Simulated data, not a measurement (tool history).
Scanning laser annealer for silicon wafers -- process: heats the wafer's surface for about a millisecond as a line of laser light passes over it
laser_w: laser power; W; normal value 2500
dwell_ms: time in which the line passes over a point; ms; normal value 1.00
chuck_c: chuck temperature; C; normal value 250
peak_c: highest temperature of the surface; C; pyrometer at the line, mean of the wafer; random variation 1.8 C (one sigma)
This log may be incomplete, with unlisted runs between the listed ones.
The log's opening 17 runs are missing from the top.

run,day,laser_w,dwell_ms,chuck_c,peak_c
18,40.025,2500,1.00,217,962
19,42.883,2306,0.77,250,838
20,44.267,2414,1.02,280,992
# day 46.038: optics aligned, line set to its width
21,46.983,2500,1.02,288,1036
22,49.167,2500,0.92,234,950
23,51.329,2171,0.97,250,856
24,54.225,2171,0.97,250,857
25,57.025,2500,1.00,235,979
26,59.025,2356,0.90,250,903
27,60.925,2264,1.00,230,878
28,63.229,2658,0.71,270,960
29,65.875,2441,0.78,210,851
30,68.488,2441,1.10,230,983
31,69.754,2441,0.76,245,876
32,71.379,2676,1.16,250,1121
33,73.671,2196,1.23,255,940
34,75.062,2500,0.99,217,954

Forecast each of these 5 alternatives for the next run:
A,76.625,2514,0.97,251,?
B,76.625,2636,0.79,290,?
C,76.625,2500,0.99,262,?
D,76.625,2388,1.00,250,?
E,76.625,2500,1.20,283,?

run,peak_c
A,987
B,1003
C,1005
D,948
E,1087
The same runs, with their run-to-run variation unchanged, on a tool lacking any hidden condition would have given:
run,peak_c
A,987
B,1003
C,1005
D,949
E,1087
